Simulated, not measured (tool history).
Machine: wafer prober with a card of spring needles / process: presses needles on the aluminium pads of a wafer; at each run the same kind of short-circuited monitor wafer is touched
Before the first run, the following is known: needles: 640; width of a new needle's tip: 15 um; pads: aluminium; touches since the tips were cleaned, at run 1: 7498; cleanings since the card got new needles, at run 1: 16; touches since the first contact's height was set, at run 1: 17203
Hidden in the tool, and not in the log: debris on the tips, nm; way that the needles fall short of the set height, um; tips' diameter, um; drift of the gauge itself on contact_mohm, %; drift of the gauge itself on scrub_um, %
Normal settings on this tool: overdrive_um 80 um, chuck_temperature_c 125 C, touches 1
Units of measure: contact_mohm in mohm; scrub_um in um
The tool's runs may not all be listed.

| run | hour | overdrive_um | chuck_temperature_c | touches | touches since the tips were cleaned | cleanings since the card got new needles | touches since the first contact's height was set | contact_mohm | scrub_um |
|---|---|---|---|---|---|---|---|---|---|
| 1 | 0.0 | 80 | 125 | 1 | 7498 | 16 | 17203 | 265 | 19.87 |
|  | 3.5 | tips cleaned on abrasive film |
| 2 | 29.4 | 80 | 125 | 1 | 7505 | 17 | 25700 | 263 | 19.85 |
|  | 33.4 | tips cleaned on abrasive film |
| 3 | 57.2 | 80 | 61 | 1 | 6907 | 18 | 33737 | 243 | 19.89 |
|  | 61.7 | tips cleaned on abrasive film |
|  | 91.7 | tips cleaned on abrasive film |
| 4 | 93.1 | 80 | 125 | 1 | 422 | 20 | 44091 | 260 | 19.87 |
|  | 120.5 | tips cleaned on abrasive film |
| 5 | 123.9 | 80 | 125 | 1 | 1008 | 21 | 52988 | 260 | 19.86 |
|  | 149.0 | tips cleaned on abrasive film |
| 6 | 157.2 | 80 | 125 | 1 | 2389 | 22 | 62608 | 259 | 19.90 |
|  | 178.6 | tips cleaned on abrasive film |
| 7 | 184.4 | 80 | 125 | 1 | 1686 | 23 | 70456 | 257 | 19.92 |
|  | 210.2 | tips cleaned on abrasive film |
| 8 | 228.1 | 80 | 125 | 1 | 5192 | 24 | 83088 | 264 | 19.87 |
|  | 238.3 | tips cleaned on abrasive film |
|  | 266.4 | tips cleaned on abrasive film |
| 9 | 269.2 | 80 | 125 | 1 | 797 | 26 | 94945 | 259 | 19.91 |
|  | 294.3 | tips cleaned on abrasive film |
| 10 | 304.2 | 80 | 125 | 1 | 2878 | 27 | 105081 | 259 | 19.90 |
|  | 323.2 | tips cleaned on abrasive film |
|  | 350.4 | tips cleaned on abrasive film |
| 11 | 351.4 | 80 | 125 | 1 | 277 | 29 | 118688 | 257 | 19.91 |
|  | 380.2 | tips cleaned on abrasive film |
| 12 | 394.2 | 80 | 125 | 3 | 4073 | 30 | 131081 | 261 | 19.91 |
|  | 400.7 | height of the first contact set anew |
|  | 408.1 | tips cleaned on abrasive film |
| 13 | 421.7 | 80 | 125 | 3 | 3960 | 31 | 6080 | 259 | 19.86 |
|  | 438.0 | tips cleaned on abrasive film |
|  | 464.9 | tips cleaned on abrasive film |
| 14 | 475.0 | 80 | 125 | 3 | 2942 | 33 | 21465 | 254 | 19.89 |
|  | 496.0 | tips cleaned on abrasive film |
| 15 | 519.8 | 80 | 125 | 3 | 6887 | 34 | 34417 | 260 | 19.93 |
|  | 523.7 | tips cleaned on abrasive film |
| 16 | 546.1 | 80 | 125 | 3 | 6504 | 35 | 42029 | 260 | 19.87 |
|  | 551.1 | tips cleaned on abrasive film |
|  | 579.1 | tips cleaned on abrasive film |
| 17 | 586.8 | 80 | 125 | 1 | 2247 | 37 | 53770 | 261 | 19.87 |
|  | 606.6 | tips cleaned on abrasive film |
| 18 | 611.9 | 80 | 125 | 1 | 1543 | 38 | 61017 | 259 | 19.88 |
|  | 633.7 | tips cleaned on abrasive film |
| 19 | 641.8 | 94 | 125 | 2 | 2334 | 39 | 69632 | 257 | 23.41 |
|  | 664.8 | tips cleaned on abrasive film |
|  | 693.2 | tips cleaned on abrasive film |
| 20 | 695.2 | 94 | 49 | 2 | 584 | 41 | 85079 | 239 | 23.32 |
|  | 722.1 | tips cleaned on abrasive film |
| 21 | 739.5 | 94 | 49 | 2 | 5043 | 42 | 97870 | 239 | 23.35 |
|  | 752.6 | tips cleaned on abrasive film |
| 22 | 775.3 | 94 | 101 | 1 | 6570 | 43 | 108220 | 253 | 23.35 |
|  | 782.3 | tips cleaned on abrasive film |
|  | 811.0 | tips cleaned on abrasive film |
| 23 | 811.0 | 77 | 59 | 2 | 0 | 45 | 118530 | 243 | 19.15 |
|  | 839.3 | tips cleaned on abrasive film |
| 24 | 849.0 | 77 | 37 | 2 | 2831 | 46 | 129524 | 237 | 19.14 |
|  | 859.2 | height of the first contact set anew |
|  | 867.6 | tips cleaned on abrasive film |
| 25 | 888.6 | 77 | 118 | 2 | 6111 | 47 | 8515 | 257 | 19.09 |
|  | 895.5 | tips cleaned on abrasive film |
| 26 | 922.2 | 77 | 111 | 2 | 7753 | 48 | 18220 | 256 | 19.17 |
|  | 926.8 | tips cleaned on abrasive film |
|  | 953.7 | tips cleaned on abrasive film |
| 27 | 953.7 | 77 | 111 | 1 | 0 | 50 | 27290 | 256 | 19.14 |
| 28 | 975.3 | 80 | 125 | 2 | 6272 | 50 | 33562 | 261 | 19.89 |
|  | 984.6 | tips cleaned on abrasive film |
|  | 1013.0 | tips cleaned on abrasive film |
| 29 | 1029.3 | 81 | 125 | 1 | 4705 | 52 | 49141 | 258 | 20.14 |
|  | 1043.4 | tips cleaned on abrasive film |
| 30 | 1054.8 | 67 | 125 | 1 | 3323 | 53 | 56524 | 262 | 16.64 |
|  | 1071.3 | tips cleaned on abrasive film |
| 31 | 1078.9 | 67 | 125 | 1 | 2191 | 54 | 63465 | 264 | 16.68 |
|  | 1098.3 | tips cleaned on abrasive film |
| 32 | 1110.6 | 80 | 120 | 2 | 3560 | 55 | 72624 | 257 | 19.82 |
|  | 1126.4 | tips cleaned on abrasive film |
|  | 1156.4 | tips cleaned on abrasive film |
| 33 | 1164.1 | 80 | 120 | 2 | 2220 | 57 | 88071 | 261 | 19.91 |

Take each entry between the runs: how does the hidden state at the last listed run before it differ from the hidden state at the first listed run after it?
After run 1, before run 2: tips cleaned on abrasive film (hour 3.5)
  debris on the tips, nm: 7.3 -> 8.1
After run 2, before run 3: tips cleaned on abrasive film (hour 33.4)
  debris on the tips, nm: 8.1 -> 7.4; way that the needles fall short of the set height, um: 0 -> 0.01
After run 3, before run 4: tips cleaned on abrasive film (hour 61.7); tips cleaned on abrasive film (hour 91.7)
  debris on the tips, nm: 7.4 -> 1.4; tips' diameter, um: 15.01 -> 15.02
After run 4, before run 5: tips cleaned on abrasive film (hour 120.5)
  debris on the tips, nm: 1.4 -> 2.4
After run 5, before run 6: tips cleaned on abrasive film (hour 149.0)
  debris on the tips, nm: 2.4 -> 3.5; way that the needles fall short of the set height, um: 0.01 -> 0.02
After run 6, before run 7: tips cleaned on abrasive film (hour 178.6)
  debris on the tips, nm: 3.5 -> 3.4
After run 7, before run 8: tips cleaned on abrasive film (hour 210.2)
  debris on the tips, nm: 3.4 -> 6.5
After run 8, before run 9: tips cleaned on abrasive film (hour 238.3); tips cleaned on abrasive film (hour 266.4)
  debris on the tips, nm: 6.5 -> 1.7
After run 9, before run 10: tips cleaned on abrasive film (hour 294.3)
  debris on the tips, nm: 1.7 -> 4.4; way that the needles fall short of the set height, um: 0.02 -> 0.03
After run 10, before run 11: tips cleaned on abrasive film (hour 323.2); tips cleaned on abrasive film (hour 350.4)
  debris on the tips, nm: 4.4 -> 1.3
After run 11, before run 12: tips cleaned on abrasive film (hour 380.2)
  debris on the tips, nm: 1.3 -> 5.1
After run 12, before run 13: height of the first contact set anew (hour 400.7); tips cleaned on abrasive film (hour 408.1)
  debris on the tips, nm: 5.1 -> 5.9; way that the needles fall short of the set height, um: 0.03 -> 0
After run 13, before run 14: tips cleaned on abrasive film (hour 438.0); tips cleaned on abrasive film (hour 464.9)
  debris on the tips, nm: 5.9 -> 4.2; way that the needles fall short of the set height, um: 0 -> 0.01; tips' diameter, um: 15.02 -> 15.03
After run 14, before run 15: tips cleaned on abrasive film (hour 496.0)
  debris on the tips, nm: 4.2 -> 7.3
After run 15, before run 16: tips cleaned on abrasive film (hour 523.7)
  debris on the tips, nm: 7.3 -> 7
After run 16, before run 17: tips cleaned on abrasive film (hour 551.1); tips cleaned on abrasive film (hour 579.1)
  debris on the tips, nm: 7 -> 4.2; way that the needles fall short of the set height, um: 0.01 -> 0.02
After run 17, before run 18: tips cleaned on abrasive film (hour 606.6)
  debris on the tips, nm: 4.2 -> 2.9
After run 18, before run 19: tips cleaned on abrasive film (hour 633.7)
  debris on the tips, nm: 2.9 -> 4.2
After run 19, before run 20: tips cleaned on abrasive film (hour 664.8); tips cleaned on abrasive film (hour 693.2)
  debris on the tips, nm: 4.2 -> 1.9; way that the needles fall short of the set height, um: 0.02 -> 0.03
After run 20, before run 21: tips cleaned on abrasive film (hour 722.1)
  debris on the tips, nm: 1.9 -> 6.2
After run 21, before run 22: tips cleaned on abrasive film (hour 752.6)
  debris on the tips, nm: 6.2 -> 6.8
After run 22, before run 23: tips cleaned on abrasive film (hour 782.3); tips cleaned on abrasive film (hour 811.0)
  debris on the tips, nm: 6.8 -> 0.4; way that the needles fall short of the set height, um: 0.03 -> 0.04; tips' diameter, um: 15.03 -> 15.04
After run 23, before run 24: tips cleaned on abrasive film (hour 839.3)
  debris on the tips, nm: 0.4 -> 4.8
After run 24, before run 25: height of the first contact set anew (hour 859.2); tips cleaned on abrasive film (hour 867.6)
  debris on the tips, nm: 4.8 -> 7.1; way that the needles fall short of the set height, um: 0.04 -> 0
After run 25, before run 26: tips cleaned on abrasive film (hour 895.5)
  debris on the tips, nm: 7.1 -> 7.9
After run 26, before run 27: tips cleaned on abrasive film (hour 926.8); tips cleaned on abrasive film (hour 953.7)
  debris on the tips, nm: 7.9 -> 0.6; way that the needles fall short of the set height, um: 0 -> 0.01
After run 28, before run 29: tips cleaned on abrasive film (hour 984.6); tips cleaned on abrasive film (hour 1013.0)
  debris on the tips, nm: 7.3 -> 6.1
After run 29, before run 30: tips cleaned on abrasive film (hour 1043.4)
  debris on the tips, nm: 6.1 -> 5.2
After run 30, before run 31: tips cleaned on abrasive film (hour 1071.3)
  debris on the tips, nm: 5.2 -> 3.9; way that the needles fall short of the set height, um: 0.01 -> 0.02
After run 31, before run 32: tips cleaned on abrasive film (hour 1098.3)
  debris on the tips, nm: 3.9 -> 5.2
After run 32, before run 33: tips cleaned on abrasive film (hour 1126.4); tips cleaned on abrasive film (hour 1156.4)
  debris on the tips, nm: 5.2 -> 3.7
